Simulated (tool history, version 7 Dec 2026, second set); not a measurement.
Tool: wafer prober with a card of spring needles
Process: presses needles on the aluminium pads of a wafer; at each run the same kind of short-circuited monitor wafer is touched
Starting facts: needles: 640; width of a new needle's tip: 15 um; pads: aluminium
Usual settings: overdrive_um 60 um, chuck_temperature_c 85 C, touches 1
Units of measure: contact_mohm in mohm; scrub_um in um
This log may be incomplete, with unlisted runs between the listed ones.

run 1 hour=0 | overdrive_um=60 chuck_temperature_c=85 touches=1 | contact_mohm=265 scrub_um=7.82
run 2 hour=42.7 | overdrive_um=60 chuck_temperature_c=85 touches=1 | contact_mohm=270 scrub_um=7.83
-- hour=61.5 tips cleaned on abrasive film
run 3 hour=64.7 | overdrive_um=60 chuck_temperature_c=85 touches=1 | contact_mohm=269 scrub_um=7.83
run 4 hour=93.3 | overdrive_um=60 chuck_temperature_c=85 touches=1 | contact_mohm=267 scrub_um=7.82
-- hour=121.7 tips cleaned on abrasive film
run 5 hour=129.8 | overdrive_um=60 chuck_temperature_c=30 touches=1 | contact_mohm=256 scrub_um=7.83
run 6 hour=177.6 | overdrive_um=60 chuck_temperature_c=30 touches=1 | contact_mohm=251 scrub_um=7.84
-- hour=181.5 tips cleaned on abrasive film
run 7 hour=218.8 | overdrive_um=60 chuck_temperature_c=29 touches=1 | contact_mohm=253 scrub_um=7.8
-- hour=241.4 tips cleaned on abrasive film
run 8 hour=241.4 | overdrive_um=60 chuck_temperature_c=47 touches=1 | contact_mohm=256 scrub_um=7.81
run 9 hour=282 | overdrive_um=60 chuck_temperature_c=47 touches=1 | contact_mohm=257 scrub_um=7.8
-- hour=304.2 tips cleaned on abrasive film
run 10 hour=314.6 | overdrive_um=60 chuck_temperature_c=85 touches=1 | contact_mohm=269 scrub_um=7.79
run 11 hour=357.4 | overdrive_um=60 chuck_temperature_c=85 touches=1 | contact_mohm=265 scrub_um=7.8
-- hour=364.9 tips cleaned on abrasive film
run 12 hour=385.3 | overdrive_um=60 chuck_temperature_c=85 touches=1 | contact_mohm=264 scrub_um=7.78
-- hour=425.5 tips cleaned on abrasive film
run 13 hour=438 | overdrive_um=60 chuck_temperature_c=85 touches=1 | contact_mohm=269 scrub_um=7.77
run 14 hour=469.2 | overdrive_um=60 chuck_temperature_c=85 touches=1 | contact_mohm=268 scrub_um=7.78
-- hour=486.6 tips cleaned on abrasive film
run 15 hour=495.7 | overdrive_um=60 chuck_temperature_c=85 touches=1 | contact_mohm=265 scrub_um=7.76
run 16 hour=529.9 | overdrive_um=60 chuck_temperature_c=85 touches=1 | contact_mohm=264 scrub_um=7.76
-- hour=547.9 tips cleaned on abrasive film
run 17 hour=571.1 | overdrive_um=60 chuck_temperature_c=85 touches=1 | contact_mohm=260 scrub_um=7.75
-- hour=608.5 tips cleaned on abrasive film
run 18 hour=620.3 | overdrive_um=53 chuck_temperature_c=85 touches=1 | contact_mohm=269 scrub_um=6.86
run 19 hour=647.7 | overdrive_um=69 chuck_temperature_c=85 touches=2 | contact_mohm=264 scrub_um=8.9
-- hour=670.3 tips cleaned on abrasive film
run 20 hour=693.5 | overdrive_um=61 chuck_temperature_c=90 touches=2 | contact_mohm=268 scrub_um=7.84
run 21 hour=721.5 | overdrive_um=61 chuck_temperature_c=63 touches=1 | contact_mohm=263 scrub_um=7.87

Run 22, settings as shown, results not yet in. Your forecast:
-- hour=730.6 tips cleaned on abrasive film
run 22 hour=754.3 | overdrive_um=61 chuck_temperature_c=63 touches=1 | contact_mohm=? scrub_um=?

{"run 22": {"contact_mohm": 263, "scrub_um": 7.84}}
Without the tool's hidden state the same run would have given contact_mohm 263 mohm, scrub_um 7.96 um.

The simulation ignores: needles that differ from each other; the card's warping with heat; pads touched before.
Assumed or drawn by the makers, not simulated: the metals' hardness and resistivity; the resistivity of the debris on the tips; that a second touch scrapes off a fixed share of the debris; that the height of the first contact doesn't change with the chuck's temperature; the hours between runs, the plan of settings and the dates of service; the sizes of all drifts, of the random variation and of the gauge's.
